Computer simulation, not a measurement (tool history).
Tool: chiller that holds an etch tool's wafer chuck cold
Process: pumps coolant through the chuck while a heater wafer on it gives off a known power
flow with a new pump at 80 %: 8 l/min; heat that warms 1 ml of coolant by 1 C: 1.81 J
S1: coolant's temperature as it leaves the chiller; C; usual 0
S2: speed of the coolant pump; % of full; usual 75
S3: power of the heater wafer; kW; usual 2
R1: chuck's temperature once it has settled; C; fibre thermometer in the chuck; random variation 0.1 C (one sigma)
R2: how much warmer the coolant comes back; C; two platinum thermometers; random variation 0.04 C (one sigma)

Run 1, day 0: usual settings. Result: R1 20.9 C, R2 10.23 C.
At day 3.496: chiller's thermometer calibrated.
Run 2, day 5.846: usual settings. Result: R1 20.9 C, R2 10.13 C.
Run 3, day 14.425: usual settings but S1 6 C. Result: R1 27.2 C, R2 10.25 C.
Run 4, day 22.129: usual settings but S1 6 C. Result: R1 27.4 C, R2 10.22 C.
Run 5, day 31.671: usual settings. Result: R1 21.7 C, R2 10.32 C.
Run 6, day 35.554: usual settings but S3 1.793 kW. Result: R1 19.6 C, R2 9.21 C.
Run 7, day 42.217: usual settings but S3 1.793 kW. Result: R1 19.6 C, R2 9.3 C.
Run 8, day 50.279: usual settings but S3 1.793 kW. Result: R1 20 C, R2 9.24 C.
Run 9, day 57.517: usual settings but S3 1.793 kW. Result: R1 20.1 C, R2 9.38 C.
Run 10, day 61.733: usual settings but S3 1.793 kW. Result: R1 20 C, R2 9.4 C.
Run 11, day 69.054: usual settings but S1 6 C. Result: R1 28.7 C, R2 10.37 C.
Run 12, day 73.183: usual settings but S1 -7 C. Result: R1 15.4 C, R2 10.55 C.
Run 13, day 82.492: usual settings but S1 -3 C. Result: R1 20.1 C, R2 10.51 C.
Run 14, day 90.104: usual settings but S2 60 % of full. Result: R1 29.1 C, R2 13.66 C.
Run 15, day 98.592: usual settings but S2 60 % of full. Result: R1 29.4 C, R2 13.72 C.
Run 16, day 106.942: usual settings but S2 60 % of full. Result: R1 29.5 C, R2 13.73 C.
Run 17, day 113.9: usual settings but S1 -4 C, S3 1.112 kW. Result: R1 9.5 C, R2 5.94 C.
Run 18, day 118.6: usual settings but S2 80 % of full. Result: R1 22.6 C, R2 9.95 C.
Run 19, day 128.075: usual settings but S1 -5 C, S2 80 % of full, S3 2.136 kW. Result: R1 19.5 C, R2 10.68 C.
At day 130.504: chiller's thermometer calibrated.
Run 20, day 136.058: usual settings but S2 89 % of full, S3 1.235 kW. Result: R1 12.6 C, R2 5.54 C.
Run 21, day 140.204: usual settings but S2 89 % of full, S3 1.235 kW. Result: R1 12.9 C, R2 5.53 C.
At day 144.071: coolant pump overhauled.
Run 22, day 144.25: usual settings but S1 5 C, S2 74 % of full, S3 2.574 kW. Result: R1 32.3 C, R2 11.78 C.
Run 23, day 151.492: usual settings but S1 5 C, S2 76 % of full, S3 2.311 kW. Result: R1 29.1 C, R2 10.32 C.
Run 24, day 156.392: usual settings but S1 5 C, S2 76 % of full, S3 2.311 kW. Result: R1 29.3 C, R2 10.35 C.
Run 25, day 165.383: usual settings but S1 5 C, S2 76 % of full, S3 2.311 kW. Result: R1 29.3 C, R2 10.37 C.
Run 26, day 170.912: usual settings but S1 8 C, S2 76 % of full, S3 1.07 kW. Result: R1 19.8 C, R2 4.82 C.
Run 27, day 179.883: usual settings but S1 -8 C, S3 1.557 kW. Result: R1 9.3 C, R2 7.13 C.
Run 28, day 188.308: usual settings but S1 9 C, S2 86 % of full. Result: R1 28.3 C, R2 7.89 C.
Run 29, day 196.229: usual settings but S1 1 C, S2 90 % of full. Result: R1 19.6 C, R2 7.55 C.
Run 30, day 201.871: usual settings but S1 -8 C, S2 80 % of full, S3 1.105 kW. Result: R1 3.7 C, R2 4.75 C.
Run 31, day 211.208: usual settings but S1 -10 C, S2 78 % of full, S3 1.915 kW. Result: R1 10.8 C, R2 8.56 C.

3 ways to go on from here, each from the tool as it stands after run 31. What would each give?
At day 217.588: coolant changed, channels flushed.
Run A, day 220.212: usual settings but S1 -10 C, S2 78 % of full, S3 2.829 kW. Result: R1 ?, R2 ?.
At day 217.588: coolant changed, channels flushed.
Run B, day 220.212: usual settings but S1 2 C, S2 80 % of full, S3 1.037 kW. Result: R1 ?, R2 ?.
At day 217.588: coolant changed, channels flushed.
Run C, day 220.212: usual settings but S1 2 C, S2 63 % of full, S3 2.122 kW. Result: R1 ?, R2 ?.

run    R1     R2
  A    15  12.61
  B  10.9   4.43
  C  25.1  12.05
Without the tool's hidden state the same runs would have given:
run    R1     R2
  A  13.6  12.06
  B  10.2   4.24
  C  23.8  11.53
